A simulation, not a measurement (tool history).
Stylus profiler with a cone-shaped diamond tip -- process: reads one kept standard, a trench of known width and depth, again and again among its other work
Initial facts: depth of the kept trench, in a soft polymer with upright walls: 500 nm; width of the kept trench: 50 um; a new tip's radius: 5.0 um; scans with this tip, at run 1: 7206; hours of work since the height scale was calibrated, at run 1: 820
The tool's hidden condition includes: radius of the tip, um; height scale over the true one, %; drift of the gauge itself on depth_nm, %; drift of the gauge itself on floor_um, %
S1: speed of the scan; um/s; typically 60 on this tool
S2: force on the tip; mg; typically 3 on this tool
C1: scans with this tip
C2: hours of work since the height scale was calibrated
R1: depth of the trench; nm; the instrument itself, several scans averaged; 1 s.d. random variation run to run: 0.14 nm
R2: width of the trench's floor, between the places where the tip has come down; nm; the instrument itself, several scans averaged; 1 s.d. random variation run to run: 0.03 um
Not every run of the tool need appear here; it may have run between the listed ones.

Run 1, day 0: usual settings; C1 7206; C2 820. Result: R1 510.07 nm, R2 44860 nm.
Run 2, day 1.762: usual settings but S1 18 um/s; C1 7363; C2 838. Result: R1 509.79 nm, R2 44990 nm.
Run 3, day 2.975: usual settings; C1 7471; C2 851. Result: R1 510.17 nm, R2 44830 nm.
Run 4, day 4.338: usual settings but S2 1.76 mg; C1 7592; C2 864. Result: R1 507.43 nm, R2 44770 nm.
Run 5, day 5.317: usual settings but S2 1.76 mg; C1 7679; C2 874. Result: R1 507.2 nm, R2 44770 nm.
At day 5.45: height scale calibrated on a step standard.
Run 6, day 7.012: usual settings but S2 1.76 mg; C1 7828; C2 16. Result: R1 508.18 nm, R2 44730 nm.
Run 7, day 8.133: usual settings but S2 1.76 mg; C1 7928; C2 27. Result: R1 508.43 nm, R2 44780 nm.
Run 8, day 9.608: usual settings but S1 62 um/s, S2 3.78 mg; C1 8059; C2 42. Result: R1 512.24 nm, R2 44760 nm.
Run 9, day 11.388: usual settings but S1 62 um/s, S2 3.78 mg; C1 8217; C2 60. Result: R1 512.43 nm, R2 44830 nm.
At day 12.017: height scale calibrated on a step standard, once more.
Run 10, day 12.725: usual settings but S1 72 um/s, S2 3.78 mg; C1 8334; C2 7. Result: R1 509.42 nm, R2 44750 nm.
Run 11, day 15.071: usual settings but S1 29 um/s, S2 4.48 mg; C1 8543; C2 31. Result: R1 510.84 nm, R2 44800 nm.
Run 12, day 16.758: usual settings but S1 29 um/s, S2 4.48 mg; C1 8693; C2 48. Result: R1 510.79 nm, R2 44850 nm.

Results per run with the tool's hidden condition removed, run-to-run variation unchanged:
run      R1     R2
  1  508.34  45500
  2  508.02  45640
  3  508.37  45490
  4  505.61  45440
  5  505.36  45450
  6  505.59  45420
  7  505.82  45470
  8  509.58  45470
  9  509.73  45540
 10  509.49  45470
 11  510.86  45540
 12  510.77  45600
